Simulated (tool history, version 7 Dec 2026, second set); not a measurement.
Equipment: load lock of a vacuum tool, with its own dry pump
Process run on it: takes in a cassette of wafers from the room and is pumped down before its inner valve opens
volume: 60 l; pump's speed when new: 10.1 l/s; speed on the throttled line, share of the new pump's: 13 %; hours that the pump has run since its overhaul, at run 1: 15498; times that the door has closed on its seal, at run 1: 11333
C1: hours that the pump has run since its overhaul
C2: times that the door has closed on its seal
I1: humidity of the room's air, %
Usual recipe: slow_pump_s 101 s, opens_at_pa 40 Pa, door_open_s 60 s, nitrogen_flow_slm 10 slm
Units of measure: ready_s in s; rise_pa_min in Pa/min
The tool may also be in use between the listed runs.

{"run": 1, "hour": 0.0, "slow_pump_s": 101, "opens_at_pa": 40, "door_open_s": 60, "nitrogen_flow_slm": 10, "C1": 15498, "C2": 11333, "I1": 45.9, "ready_s": 142.3, "rise_pa_min": 0.3}
{"run": 2, "hour": 293.4, "slow_pump_s": 101, "opens_at_pa": 40, "door_open_s": 60, "nitrogen_flow_slm": 10, "C1": 15791, "C2": 12425, "I1": 45.1, "ready_s": 141.8, "rise_pa_min": 0.322}
{"run": 3, "hour": 898.7, "slow_pump_s": 101, "opens_at_pa": 78, "door_open_s": 60, "nitrogen_flow_slm": 10, "C1": 16397, "C2": 14680, "I1": 47.1, "ready_s": 138.3, "rise_pa_min": 0.384}
{"run": 4, "hour": 1547.9, "slow_pump_s": 101, "opens_at_pa": 40, "door_open_s": 60, "nitrogen_flow_slm": 10, "C1": 17046, "C2": 17097, "I1": 45, "ready_s": 142.3, "rise_pa_min": 0.439}
{"run": 5, "hour": 1919.9, "slow_pump_s": 101, "opens_at_pa": 40, "door_open_s": 60, "nitrogen_flow_slm": 10, "C1": 17418, "C2": 18482, "I1": 45.8, "ready_s": 143.9, "rise_pa_min": 0.495}
{"run": 6, "hour": 2510.8, "slow_pump_s": 101, "opens_at_pa": 40, "door_open_s": 60, "nitrogen_flow_slm": 10, "C1": 18009, "C2": 20683, "I1": 44.7, "ready_s": 143.5, "rise_pa_min": 0.56}
{"run": 7, "hour": 2824.2, "slow_pump_s": 101, "opens_at_pa": 40, "door_open_s": 60, "nitrogen_flow_slm": 10, "C1": 18322, "C2": 21850, "I1": 45.2, "ready_s": 144.3, "rise_pa_min": 0.594}
{"run": 8, "hour": 3339.4, "slow_pump_s": 101, "opens_at_pa": 40, "door_open_s": 60, "nitrogen_flow_slm": 10, "C1": 18837, "C2": 23769, "I1": 48.6, "ready_s": 143.4, "rise_pa_min": 0.67}
{"hour": 3745.5, "done": "door's seal changed, seat wiped"}
{"run": 9, "hour": 3871.1, "slow_pump_s": 140, "opens_at_pa": 40, "door_open_s": 60, "nitrogen_flow_slm": 10, "C1": 19367, "C2": 468, "I1": 47.1, "ready_s": 177, "rise_pa_min": 0.048}
{"run": 10, "hour": 4303.2, "slow_pump_s": 140, "opens_at_pa": 40, "door_open_s": 60, "nitrogen_flow_slm": 10, "C1": 19800, "C2": 2077, "I1": 44.5, "ready_s": 178.6, "rise_pa_min": 0.061}
{"run": 11, "hour": 4639.4, "slow_pump_s": 101, "opens_at_pa": 40, "door_open_s": 60, "nitrogen_flow_slm": 4, "C1": 20136, "C2": 3329, "I1": 46.1, "ready_s": 144.3, "rise_pa_min": 0.089}
{"hour": 5180.5, "done": "dry pump taken out, an overhauled one fitted"}
{"run": 12, "hour": 5263.8, "slow_pump_s": 101, "opens_at_pa": 40, "door_open_s": 60, "nitrogen_flow_slm": 4, "C1": 83, "C2": 5631, "I1": 46.5, "ready_s": 132.5, "rise_pa_min": 0.121}
{"run": 13, "hour": 5604.4, "slow_pump_s": 101, "opens_at_pa": 40, "door_open_s": 60, "nitrogen_flow_slm": 4, "C1": 424, "C2": 6900, "I1": 47, "ready_s": 134.2, "rise_pa_min": 0.142}
{"run": 14, "hour": 6137.7, "slow_pump_s": 101, "opens_at_pa": 40, "door_open_s": 60, "nitrogen_flow_slm": 4, "C1": 957, "C2": 8886, "I1": 46.9, "ready_s": 134, "rise_pa_min": 0.178}
{"run": 15, "hour": 6694.1, "slow_pump_s": 101, "opens_at_pa": 40, "door_open_s": 60, "nitrogen_flow_slm": 4, "C1": 1514, "C2": 10958, "I1": 44.5, "ready_s": 135.2, "rise_pa_min": 0.223}
{"run": 16, "hour": 7014.3, "slow_pump_s": 101, "opens_at_pa": 40, "door_open_s": 60, "nitrogen_flow_slm": 4, "C1": 1834, "C2": 12150, "I1": 41.7, "ready_s": 135, "rise_pa_min": 0.246}
{"run": 17, "hour": 7290.6, "slow_pump_s": 101, "opens_at_pa": 40, "door_open_s": 60, "nitrogen_flow_slm": 4, "C1": 2110, "C2": 13179, "I1": 43, "ready_s": 135.5, "rise_pa_min": 0.285}
{"run": 18, "hour": 7666.5, "slow_pump_s": 101, "opens_at_pa": 40, "door_open_s": 60, "nitrogen_flow_slm": 10, "C1": 2486, "C2": 14579, "I1": 44.6, "ready_s": 134.8, "rise_pa_min": 0.298}
{"run": 19, "hour": 8008.6, "slow_pump_s": 101, "opens_at_pa": 40, "door_open_s": 167, "nitrogen_flow_slm": 10, "C1": 2828, "C2": 15853, "I1": 47.4, "ready_s": 136.4, "rise_pa_min": 0.405}
{"run": 20, "hour": 8542.9, "slow_pump_s": 85, "opens_at_pa": 53, "door_open_s": 60, "nitrogen_flow_slm": 16, "C1": 3362, "C2": 17843, "I1": 47.2, "ready_s": 120.3, "rise_pa_min": 0.396}
{"run": 21, "hour": 8880.6, "slow_pump_s": 101, "opens_at_pa": 31, "door_open_s": 60, "nitrogen_flow_slm": 16, "C1": 3700, "C2": 19101, "I1": 45.9, "ready_s": 138, "rise_pa_min": 0.423}
{"run": 22, "hour": 9392.2, "slow_pump_s": 158, "opens_at_pa": 33, "door_open_s": 226, "nitrogen_flow_slm": 39, "C1": 4212, "C2": 21006, "I1": 45.4, "ready_s": 189.2, "rise_pa_min": 0.519}
{"run": 23, "hour": 10007.2, "slow_pump_s": 158, "opens_at_pa": 33, "door_open_s": 226, "nitrogen_flow_slm": 39, "C1": 4827, "C2": 23296, "I1": 44.5, "ready_s": 188.2, "rise_pa_min": 0.592}
{"run": 24, "hour": 10502.8, "slow_pump_s": 158, "opens_at_pa": 33, "door_open_s": 226, "nitrogen_flow_slm": 39, "C1": 5322, "C2": 25142, "I1": 48.2, "ready_s": 189.1, "rise_pa_min": 0.682}
{"hour": 10565.0, "done": "door's seal changed, seat wiped"}
{"run": 25, "hour": 10950.4, "slow_pump_s": 96, "opens_at_pa": 55, "door_open_s": 60, "nitrogen_flow_slm": 10, "C1": 5768, "C2": 1435, "I1": 41.2, "ready_s": 131.9, "rise_pa_min": 0.05}
{"run": 26, "hour": 11446.4, "slow_pump_s": 56, "opens_at_pa": 55, "door_open_s": 187, "nitrogen_flow_slm": 10, "C1": 6264, "C2": 3282, "I1": 42.8, "ready_s": 96.4, "rise_pa_min": 0.134}
{"run": 27, "hour": 11987.9, "slow_pump_s": 56, "opens_at_pa": 55, "door_open_s": 36, "nitrogen_flow_slm": 8, "C1": 6806, "C2": 5299, "I1": 45.3, "ready_s": 96.3, "rise_pa_min": 0.096}
{"run": 28, "hour": 12457.5, "slow_pump_s": 101, "opens_at_pa": 49, "door_open_s": 60, "nitrogen_flow_slm": 12, "C1": 7275, "C2": 7048, "I1": 45.7, "ready_s": 135.9, "rise_pa_min": 0.124}
{"run": 29, "hour": 12741.6, "slow_pump_s": 101, "opens_at_pa": 49, "door_open_s": 60, "nitrogen_flow_slm": 12, "C1": 7560, "C2": 8106, "I1": 42.4, "ready_s": 136.1, "rise_pa_min": 0.142}
{"run": 30, "hour": 13009.8, "slow_pump_s": 101, "opens_at_pa": 31, "door_open_s": 119, "nitrogen_flow_slm": 10, "C1": 7828, "C2": 9105, "I1": 43.3, "ready_s": 141.2, "rise_pa_min": 0.194}
{"run": 31, "hour": 13559.6, "slow_pump_s": 101, "opens_at_pa": 56, "door_open_s": 208, "nitrogen_flow_slm": 10, "C1": 8378, "C2": 11152, "I1": 47, "ready_s": 135.6, "rise_pa_min": 0.285}
{"run": 32, "hour": 14180.7, "slow_pump_s": 70, "opens_at_pa": 59, "door_open_s": 60, "nitrogen_flow_slm": 19, "C1": 8999, "C2": 13465, "I1": 46.2, "ready_s": 109.3, "rise_pa_min": 0.25}
{"run": 33, "hour": 14496.4, "slow_pump_s": 58, "opens_at_pa": 31, "door_open_s": 60, "nitrogen_flow_slm": 10, "C1": 9314, "C2": 14641, "I1": 44.1, "ready_s": 105, "rise_pa_min": 0.283}
{"run": 34, "hour": 14961.6, "slow_pump_s": 76, "opens_at_pa": 57, "door_open_s": 93, "nitrogen_flow_slm": 7, "C1": 9780, "C2": 16373, "I1": 45.9, "ready_s": 115.3, "rise_pa_min": 0.348}
{"run": 35, "hour": 15531.5, "slow_pump_s": 76, "opens_at_pa": 57, "door_open_s": 93, "nitrogen_flow_slm": 7, "C1": 10349, "C2": 18495, "I1": 45.4, "ready_s": 114.3, "rise_pa_min": 0.408}
{"run": 36, "hour": 15874.7, "slow_pump_s": 104, "opens_at_pa": 28, "door_open_s": 118, "nitrogen_flow_slm": 22, "C1": 10693, "C2": 19773, "I1": 43.5, "ready_s": 145.3, "rise_pa_min": 0.432}
{"run": 37, "hour": 16278.0, "slow_pump_s": 101, "opens_at_pa": 50, "door_open_s": 60, "nitrogen_flow_slm": 34, "C1": 11096, "C2": 21275, "I1": 45.8, "ready_s": 137.9, "rise_pa_min": 0.462}

Branching from run 37: 3 alternative next runs. What would each branch give?
{"run": "A", "hour": 16864.8, "slow_pump_s": 101, "opens_at_pa": 50, "door_open_s": 60, "nitrogen_flow_slm": 23, "C1": 11683, "C2": 23461, "I1": 46.3, "ready_s": "?", "rise_pa_min": "?"}
{"run": "B", "hour": 16864.8, "slow_pump_s": 101, "opens_at_pa": 32, "door_open_s": 94, "nitrogen_flow_slm": 10, "C1": 11683, "C2": 23461, "I1": 47.6, "ready_s": "?", "rise_pa_min": "?"}
{"run": "C", "hour": 16864.8, "slow_pump_s": 101, "opens_at_pa": 31, "door_open_s": 147, "nitrogen_flow_slm": 11, "C1": 11683, "C2": 23461, "I1": 51.5, "ready_s": "?", "rise_pa_min": "?"}

run=A ready_s=138.6 rise_pa_min=0.551
run=B ready_s=142.7 rise_pa_min=0.588
run=C ready_s=143.3 rise_pa_min=0.614
With no hidden state in the tool, these same runs would have given:
run=A ready_s=133.1 rise_pa_min=0.034
run=B ready_s=136.7 rise_pa_min=0.069
run=C ready_s=137.1 rise_pa_min=0.099
